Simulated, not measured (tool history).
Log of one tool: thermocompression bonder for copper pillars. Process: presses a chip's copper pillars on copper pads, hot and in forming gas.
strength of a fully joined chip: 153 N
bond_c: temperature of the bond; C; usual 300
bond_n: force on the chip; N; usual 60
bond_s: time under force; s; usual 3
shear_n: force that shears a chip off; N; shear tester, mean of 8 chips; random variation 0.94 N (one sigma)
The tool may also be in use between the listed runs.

{"run": 1, "hour": 0.0, "bond_c": 300, "bond_n": 60, "bond_s": 3, "shear_n": 75.4}
{"run": 2, "hour": 9.7, "bond_c": 300, "bond_n": 60, "bond_s": 3, "shear_n": 74.4}
{"run": 3, "hour": 16.0, "bond_c": 300, "bond_n": 60, "bond_s": 8, "shear_n": 101.7}
{"run": 4, "hour": 22.2, "bond_c": 300, "bond_n": 60, "bond_s": 7, "shear_n": 96.9}
{"run": 5, "hour": 29.7, "bond_c": 300, "bond_n": 60, "bond_s": 7, "shear_n": 97.9}
{"run": 6, "hour": 36.5, "bond_c": 300, "bond_n": 60, "bond_s": 7, "shear_n": 97.7}
{"run": 7, "hour": 41.5, "bond_c": 300, "bond_n": 60, "bond_s": 7, "shear_n": 95.0}
{"hour": 44.4, "done": "heater calibrated with a thermocouple chip"}
{"run": 8, "hour": 49.2, "bond_c": 302, "bond_n": 60, "bond_s": 3, "shear_n": 76.0}
{"run": 9, "hour": 58.8, "bond_c": 300, "bond_n": 60, "bond_s": 3, "shear_n": 75.5}
{"run": 10, "hour": 66.1, "bond_c": 300, "bond_n": 60, "bond_s": 3, "shear_n": 75.7}
{"run": 11, "hour": 70.5, "bond_c": 300, "bond_n": 60, "bond_s": 3, "shear_n": 75.2}
{"run": 12, "hour": 77.0, "bond_c": 300, "bond_n": 60, "bond_s": 3, "shear_n": 74.3}
{"run": 13, "hour": 86.5, "bond_c": 300, "bond_n": 50, "bond_s": 3, "shear_n": 63.4}
{"run": 14, "hour": 92.9, "bond_c": 300, "bond_n": 50, "bond_s": 3, "shear_n": 64.1}
{"hour": 95.8, "done": "heater calibrated with a thermocouple chip, once more"}
{"hour": 97.5, "done": "forming gas filter changed"}
{"run": 15, "hour": 100.7, "bond_c": 300, "bond_n": 85, "bond_s": 5, "shear_n": 111.9}
{"run": 16, "hour": 106.7, "bond_c": 300, "bond_n": 85, "bond_s": 5, "shear_n": 112.5}
{"run": 17, "hour": 113.2, "bond_c": 315, "bond_n": 60, "bond_s": 4, "shear_n": 96.7}
{"run": 18, "hour": 118.7, "bond_c": 315, "bond_n": 60, "bond_s": 4, "shear_n": 94.8}
{"run": 19, "hour": 123.5, "bond_c": 315, "bond_n": 60, "bond_s": 4, "shear_n": 95.3}
{"run": 20, "hour": 132.4, "bond_c": 320, "bond_n": 41, "bond_s": 4, "shear_n": 75.1}

Forecast each of these 5 alternatives for the next run:
{"run": "A", "hour": 136.5, "bond_c": 297, "bond_n": 41, "bond_s": 4, "shear_n": "?"}
{"run": "B", "hour": 136.5, "bond_c": 300, "bond_n": 41, "bond_s": 3, "shear_n": "?"}
{"run": "C", "hour": 136.5, "bond_c": 279, "bond_n": 41, "bond_s": 3, "shear_n": "?"}
{"run": "D", "hour": 136.5, "bond_c": 299, "bond_n": 60, "bond_s": 3, "shear_n": "?"}
{"run": "E", "hour": 136.5, "bond_c": 290, "bond_n": 74, "bond_s": 4, "shear_n": "?"}

run=A shear_n=59.4
run=B shear_n=53.5
run=C shear_n=40.8
run=D shear_n=75.9
run=E shear_n=87.7
Without the tool's hidden state the same runs would have given:
run=A shear_n=63.3
run=B shear_n=57.1
run=C shear_n=43.7
run=D shear_n=80.4
run=E shear_n=92.5
